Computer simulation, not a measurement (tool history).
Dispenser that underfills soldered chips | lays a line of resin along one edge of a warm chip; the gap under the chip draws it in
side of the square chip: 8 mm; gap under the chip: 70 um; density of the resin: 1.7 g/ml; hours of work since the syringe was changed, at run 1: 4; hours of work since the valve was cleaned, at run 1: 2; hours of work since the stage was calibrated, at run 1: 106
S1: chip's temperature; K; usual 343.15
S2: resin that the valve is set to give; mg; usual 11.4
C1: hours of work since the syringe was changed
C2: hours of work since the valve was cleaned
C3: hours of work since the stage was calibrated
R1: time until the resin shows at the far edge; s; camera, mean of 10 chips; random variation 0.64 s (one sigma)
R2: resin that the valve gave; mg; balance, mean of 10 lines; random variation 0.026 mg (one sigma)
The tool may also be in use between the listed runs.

{"run": 1, "day": 0.0, "S1": 343.15, "S2": 11.4, "C1": 4, "C2": 2, "C3": 106, "R1": 74.3, "R2": 11.39}
{"run": 2, "day": 0.204, "S1": 343.15, "S2": 11.4, "C1": 8, "C2": 5, "C3": 109, "R1": 96.0, "R2": 11.45}
{"run": 3, "day": 0.333, "S1": 343.15, "S2": 11.4, "C1": 10, "C2": 7, "C3": 111, "R1": 110.8, "R2": 11.39}
{"day": 0.383, "done": "new syringe of resin"}
{"run": 4, "day": 0.596, "S1": 343.15, "S2": 11.4, "C1": 4, "C2": 11, "C3": 116, "R1": 72.4, "R2": 11.35}
{"run": 5, "day": 0.754, "S1": 343.15, "S2": 11.4, "C1": 6, "C2": 14, "C3": 118, "R1": 88.8, "R2": 11.34}
{"day": 1.004, "done": "new syringe of resin"}
{"run": 6, "day": 1.088, "S1": 343.15, "S2": 13.0, "C1": 1, "C2": 20, "C3": 124, "R1": 59.9, "R2": 12.94}
{"run": 7, "day": 1.258, "S1": 343.15, "S2": 11.4, "C1": 4, "C2": 22, "C3": 127, "R1": 76.8, "R2": 11.33}
{"run": 8, "day": 1.462, "S1": 343.15, "S2": 11.4, "C1": 8, "C2": 26, "C3": 130, "R1": 98.0, "R2": 11.3}
{"day": 1.638, "done": "new syringe of resin"}
{"run": 9, "day": 1.742, "S1": 343.15, "S2": 11.4, "C1": 2, "C2": 31, "C3": 135, "R1": 64.3, "R2": 11.27}
{"run": 10, "day": 1.962, "S1": 343.15, "S2": 11.4, "C1": 6, "C2": 34, "C3": 138, "R1": 84.4, "R2": 11.26}
{"run": 11, "day": 2.112, "S1": 343.15, "S2": 10.1, "C1": 8, "C2": 37, "C3": 141, "R1": 104.4, "R2": 9.97}
{"day": 2.254, "done": "new syringe of resin"}
{"run": 12, "day": 2.288, "S1": 343.15, "S2": 10.1, "C1": 1, "C2": 40, "C3": 144, "R1": 59.7, "R2": 9.98}
{"run": 13, "day": 2.446, "S1": 347.15, "S2": 11.4, "C1": 3, "C2": 42, "C3": 146, "R1": 60.9, "R2": 11.26}
{"day": 2.633, "done": "dispensing valve cleaned and set on the balance"}
{"run": 14, "day": 2.775, "S1": 343.15, "S2": 11.4, "C1": 8, "C2": 2, "C3": 151, "R1": 99.3, "R2": 11.4}
{"day": 2.917, "done": "new syringe of resin"}
{"run": 15, "day": 3.067, "S1": 343.15, "S2": 11.4, "C1": 3, "C2": 7, "C3": 156, "R1": 66.9, "R2": 11.4}
{"run": 16, "day": 3.275, "S1": 343.15, "S2": 11.4, "C1": 6, "C2": 11, "C3": 160, "R1": 84.1, "R2": 11.41}
{"day": 3.546, "done": "new syringe of resin"}
{"run": 17, "day": 3.558, "S1": 343.15, "S2": 11.4, "C1": 0, "C2": 15, "C3": 164, "R1": 54.7, "R2": 11.37}
{"run": 18, "day": 3.838, "S1": 343.15, "S2": 11.4, "C1": 5, "C2": 20, "C3": 169, "R1": 77.3, "R2": 11.34}
{"run": 19, "day": 4.008, "S1": 343.15, "S2": 11.4, "C1": 8, "C2": 23, "C3": 172, "R1": 95.0, "R2": 11.31}
{"day": 4.171, "done": "new syringe of resin"}
{"run": 20, "day": 4.238, "S1": 331.15, "S2": 10.2, "C1": 1, "C2": 27, "C3": 176, "R1": 95.9, "R2": 10.07}
{"run": 21, "day": 4.379, "S1": 331.15, "S2": 10.2, "C1": 4, "C2": 29, "C3": 178, "R1": 113.9, "R2": 10.09}
{"run": 22, "day": 4.512, "S1": 332.15, "S2": 12.9, "C1": 6, "C2": 31, "C3": 180, "R1": 124.8, "R2": 12.81}
{"day": 4.808, "done": "new syringe of resin"}
{"run": 23, "day": 4.833, "S1": 332.15, "S2": 12.9, "C1": 0, "C2": 37, "C3": 185, "R1": 84.8, "R2": 12.8}
{"run": 24, "day": 5.092, "S1": 332.15, "S2": 12.9, "C1": 5, "C2": 41, "C3": 190, "R1": 116.3, "R2": 12.72}
{"run": 25, "day": 5.296, "S1": 345.15, "S2": 13.8, "C1": 8, "C2": 44, "C3": 193, "R1": 90.5, "R2": 13.57}
{"day": 5.367, "done": "dispensing valve cleaned and set on the balance"}
{"day": 5.471, "done": "new syringe of resin"}
{"run": 26, "day": 5.588, "S1": 345.15, "S2": 13.8, "C1": 2, "C2": 3, "C3": 197, "R1": 57.9, "R2": 13.81}
{"run": 27, "day": 5.879, "S1": 336.15, "S2": 11.8, "C1": 7, "C2": 8, "C3": 202, "R1": 117.3, "R2": 11.78}
{"day": 6.083, "done": "new syringe of resin"}
{"run": 28, "day": 6.196, "S1": 336.15, "S2": 11.8, "C1": 2, "C2": 14, "C3": 208, "R1": 82.0, "R2": 11.75}
{"run": 29, "day": 6.45, "S1": 336.15, "S2": 11.1, "C1": 6, "C2": 18, "C3": 212, "R1": 113.9, "R2": 11.04}
{"run": 30, "day": 6.592, "S1": 341.15, "S2": 11.4, "C1": 9, "C2": 20, "C3": 214, "R1": 112.5, "R2": 11.29}
{"day": 6.721, "done": "new syringe of resin"}
{"run": 31, "day": 6.742, "S1": 346.15, "S2": 11.8, "C1": 0, "C2": 23, "C3": 217, "R1": 49.8, "R2": 11.71}
{"run": 32, "day": 7.0, "S1": 358.15, "S2": 11.9, "C1": 5, "C2": 27, "C3": 221, "R1": 45.3, "R2": 11.76}
{"run": 33, "day": 7.296, "S1": 358.15, "S2": 11.9, "C1": 10, "C2": 32, "C3": 226, "R1": 65.1, "R2": 11.73}
{"day": 7.35, "done": "new syringe of resin"}
{"run": 34, "day": 7.596, "S1": 358.15, "S2": 14.4, "C1": 4, "C2": 37, "C3": 231, "R1": 41.5, "R2": 14.19}
{"run": 35, "day": 7.854, "S1": 358.15, "S2": 14.4, "C1": 9, "C2": 41, "C3": 235, "R1": 56.9, "R2": 14.15}
{"day": 7.962, "done": "new syringe of resin"}
{"run": 36, "day": 8.025, "S1": 358.15, "S2": 10.6, "C1": 1, "C2": 44, "C3": 238, "R1": 34.5, "R2": 10.38}
{"day": 8.104, "done": "dispensing valve cleaned and set on the balance"}
{"run": 37, "day": 8.354, "S1": 336.15, "S2": 10.6, "C1": 6, "C2": 4, "C3": 243, "R1": 109.9, "R2": 10.58}

Hidden state at the last listed run before each entry between runs and at the first one after, where it differs:
Between runs 3 and 4: new syringe of resin (day 0.383)
  resin's viscosity, % of fresh resin's: 201.2 -> 130.8; dose that the valve gives, % of what is set: 100 -> 99.84; true chip temperature over the reading, C: 0.51 -> 0.53
  measured less the result without the state, R1: +54.5 -> +16.0 s; R2: +0.00 -> -0.02 mg
Between runs 5 and 6: new syringe of resin (day 1.004)
  resin's viscosity, % of fresh resin's: 159.3 -> 110.4; dose that the valve gives, % of what is set: 99.75 -> 99.53; true chip temperature over the reading, C: 0.54 -> 0.57
  measured less the result without the state, R1: +32.2 -> +4.5 s; R2: -0.03 -> -0.06 mg
Between runs 8 and 9: new syringe of resin (day 1.638)
  resin's viscosity, % of fresh resin's: 176.4 -> 117.2; dose that the valve gives, % of what is set: 99.28 -> 99.12; true chip temperature over the reading, C: 0.61 -> 0.63
  measured less the result without the state, R1: +41.2 -> +8.2 s; R2: -0.08 -> -0.10 mg
Between runs 11 and 12: new syringe of resin (day 2.254)
  resin's viscosity, % of fresh resin's: 186.1 -> 103.9; dose that the valve gives, % of what is set: 98.89 -> 98.77; true chip temperature over the reading, C: 0.66 -> 0.68
  measured less the result without the state, R1: +46.9 -> +1.0 s; R2: -0.11 -> -0.13 mg
Between runs 13 and 14: dispensing valve cleaned and set on the balance (day 2.633)
  resin's viscosity, % of fresh resin's: 126.5 -> 180.9; dose that the valve gives, % of what is set: 98.66 -> 100.11; true chip temperature over the reading, C: 0.69 -> 0.72
  measured less the result without the state, R1: +11.6 -> +43.0 s; R2: -0.15 -> +0.01 mg
Between runs 14 and 15: new syringe of resin (day 2.917)
  resin's viscosity, % of fresh resin's: 180.9 -> 119.6; dose that the valve gives, % of what is set: 100.11 -> 99.93; true chip temperature over the reading, C: 0.72 -> 0.75
  measured less the result without the state, R1: +43.0 -> +9.3 s; R2: +0.01 -> -0.01 mg
Between runs 16 and 17: new syringe of resin (day 3.546)
  resin's viscosity, % of fresh resin's: 155.1 -> 100.3; dose that the valve gives, % of what is set: 99.8 -> 99.61; true chip temperature over the reading, C: 0.77 -> 0.79
  measured less the result without the state, R1: +28.3 -> -1.4 s; R2: -0.03 -> -0.04 mg
Between runs 19 and 20: new syringe of resin (day 4.171)
  resin's viscosity, % of fresh resin's: 175 -> 108; dose that the valve gives, % of what is set: 99.33 -> 99.2; true chip temperature over the reading, C: 0.83 -> 0.85
  measured less the result without the state, R1: +38.9 -> +4.2 s; R2: -0.07 -> -0.08 mg
Between runs 22 and 23: new syringe of resin (day 4.808)
  resin's viscosity, % of fresh resin's: 152.5 -> 102.9; dose that the valve gives, % of what is set: 99.02 -> 98.82; true chip temperature over the reading, C: 0.87 -> 0.9
  measured less the result without the state, R1: +40.2 -> -0.6 s; R2: -0.13 -> -0.15 mg
Between runs 25 and 26: dispensing valve cleaned and set on the balance (day 5.367); new syringe of resin (day 5.471)
  resin's viscosity, % of fresh resin's: 183 -> 115.9; dose that the valve gives, % of what is set: 98.5 -> 99.93; true chip temperature over the reading, C: 0.95 -> 0.97
  measured less the result without the state, R1: +39.4 -> +6.1 s; R2: -0.21 -> -0.01 mg
Between runs 27 and 28: new syringe of resin (day 6.083)
  resin's viscosity, % of fresh resin's: 166.9 -> 116.6; dose that the valve gives, % of what is set: 99.75 -> 99.56; true chip temperature over the reading, C: 0.99 -> 1.02
  measured less the result without the state, R1: +44.4 -> +8.9 s; R2: -0.03 -> -0.05 mg
Between runs 30 and 31: new syringe of resin (day 6.721)
  resin's viscosity, % of fresh resin's: 190.7 -> 102.7; dose that the valve gives, % of what is set: 99.3 -> 99.2; true chip temperature over the reading, C: 1.06 -> 1.07
  measured less the result without the state, R1: +51.2 -> -0.6 s; R2: -0.08 -> -0.09 mg
Between runs 33 and 34: new syringe of resin (day 7.350)
  resin's viscosity, % of fresh resin's: 204.9 -> 136; dose that the valve gives, % of what is set: 98.83 -> 98.65; true chip temperature over the reading, C: 1.12 -> 1.14
  measured less the result without the state, R1: +32.2 -> +9.9 s; R2: -0.14 -> -0.20 mg
Between runs 35 and 36: new syringe of resin (day 7.962)
  resin's viscosity, % of fresh resin's: 186.9 -> 107.8; dose that the valve gives, % of what is set: 98.48 -> 98.37; true chip temperature over the reading, C: 1.17 -> 1.18
  measured less the result without the state, R1: +25.4 -> +1.3 s; R2: -0.22 -> -0.17 mg
Between runs 36 and 37: dispensing valve cleaned and set on the balance (day 8.104)
  resin's viscosity, % of fresh resin's: 107.8 -> 154.6; dose that the valve gives, % of what is set: 98.37 -> 99.97; true chip temperature over the reading, C: 1.18 -> 1.2
  measured less the result without the state, R1: +1.3 -> +35.5 s; R2: -0.17 -> +0.00 mg
